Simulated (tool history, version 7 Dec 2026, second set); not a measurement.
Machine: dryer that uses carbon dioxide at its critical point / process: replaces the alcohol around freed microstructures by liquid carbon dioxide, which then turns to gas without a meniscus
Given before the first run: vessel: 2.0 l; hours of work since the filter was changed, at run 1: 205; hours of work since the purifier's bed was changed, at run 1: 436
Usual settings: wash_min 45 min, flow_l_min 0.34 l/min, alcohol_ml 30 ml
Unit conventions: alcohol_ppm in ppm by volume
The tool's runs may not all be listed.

run	hour	wash_min	flow_l_min	alcohol_ml	hours of work since the filter was changed	hours of work since the purifier's bed was changed	alcohol_ppm
1	0	45	0.34	30	205	436	187
2	31	45	0.34	30	216	447	192
3	58.1	45	0.34	30	226	457	213
4	89.7	45	0.34	30	237	468	200
5	119.8	45	0.34	30	248	479	208
6	151.5	45	0.34	35	259	490	230
7	173	45	0.34	35	266	498	231
8	190.4	45	0.34	35	273	504	234
9	213.9	45	0.296	35	281	512	377
10	241.6	45	0.34	101	291	522	508
11	269.5	45	0.34	30	301	532	233
12	285.3	45	0.34	30	306	537	226
13	311.6	45	0.34	30	316	547	237
14	327.3	47	0.34	30	321	552	215
15	355.3	43	0.34	30	331	562	280
16	376.6	43	0.34	30	339	570	270
17	397.6	45	0.34	46	346	577	311
18	429.2	45	0.34	30	357	589	258
19	444.4	45	0.34	30	363	594	260
20	472.8	45	0.34	30	373	604	247
21	490.1	45	0.34	30	379	610	251
22	503.5	69	0.34	30	384	615	128
23	518.2	45	0.34	30	389	620	266
24	533.9	45	0.34	30	394	626	268
25	553.8	66	0.34	106	402	633	189
26	566.8	66	0.34	106	406	637	182
27	580.4	66	0.34	106	411	642	182
28	600.7	66	0.34	106	418	649	191
29	622.5	66	0.34	106	426	657	189
30	637.5	34	0.218	30	431	662	1870
31	656	34	0.5	30	438	669	209
# hour 662: inlet filter changed
32	671	34	0.5	25	3	674	157
33	691.3	34	0.5	25	10	681	172
34	707.9	38	0.241	32	16	687	865
35	737.8	40	0.206	45	27	698	1565
36	757.4	32	0.206	105	34	705	6089
37	788.5	27	0.34	36	45	716	900
38	814.7	27	0.34	36	54	725	918
39	837.3	46	0.372	36	62	733	193
40	854.1	46	0.372	36	68	739	190
41	884.7	30	0.34	30	79	750	612
42	909	30	0.34	30	88	758	613
43	931.4	51	0.556	30	96	766	155
44	948.4	53	0.216	67	102	772	964
45	974.7	53	0.216	67	111	782	988
46	1006.6	53	0.216	67	122	793	998

Run 47 has not been measured yet. What should we expect?
47	1027.9	45	0.378	91	130	801	?

{"run 47": {"alcohol_ppm": 296}}
If the tool had no hidden condition, the same run with the same run-to-run variation would have returned alcohol_ppm 113 ppm by volume.

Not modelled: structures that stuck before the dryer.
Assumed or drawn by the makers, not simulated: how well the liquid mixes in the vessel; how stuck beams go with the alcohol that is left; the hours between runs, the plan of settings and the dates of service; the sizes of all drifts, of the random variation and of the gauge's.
